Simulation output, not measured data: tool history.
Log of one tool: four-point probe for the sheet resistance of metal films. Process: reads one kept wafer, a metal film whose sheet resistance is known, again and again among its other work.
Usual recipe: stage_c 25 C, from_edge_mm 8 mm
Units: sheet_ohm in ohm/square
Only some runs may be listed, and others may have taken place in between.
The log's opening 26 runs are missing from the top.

run	day	stage_c	from_edge_mm	touches since the probe head was changed	hours of work since the stage's thermometer was calibrated	sheet_ohm
27	23.583	20	28	126826	1012	1.090022
28	24.1	29	36	127666	1021	1.087033
29	25.175	34	11	129406	1040	1.086018
30	26.446	24	11	131472	1063	1.089833
31	27.479	31	8	133146	1082	1.08844
32	28.371	23	8	134594	1098	1.09105
33	28.892	20	12	135443	1108	1.090786
34	29.45	29	12	136347	1118	1.087875
35	30.262	33	30	137668	1133	1.084966
36	31.133	33	30	139079	1148	1.085455
37	32.212	33	30	140834	1168	1.085137
38	33.404	23	14	142763	1190	1.089869

What if the next run were any one of these 5? Each begins from the tool's condition after run 38:
A	34.55	23	48	144626	1210	?
B	34.55	28	14	144626	1210	?
C	34.55	32	40	144626	1210	?
D	34.55	28	8	144626	1210	?
E	34.55	30	4	144626	1210	?

run	sheet_ohm
A	1.089265
B	1.087948
C	1.085449
D	1.089442
E	1.095343
With no hidden state in the tool, these same runs would have given:
run	sheet_ohm
A	1.089142
B	1.087826
C	1.085326
D	1.08932
E	1.095219

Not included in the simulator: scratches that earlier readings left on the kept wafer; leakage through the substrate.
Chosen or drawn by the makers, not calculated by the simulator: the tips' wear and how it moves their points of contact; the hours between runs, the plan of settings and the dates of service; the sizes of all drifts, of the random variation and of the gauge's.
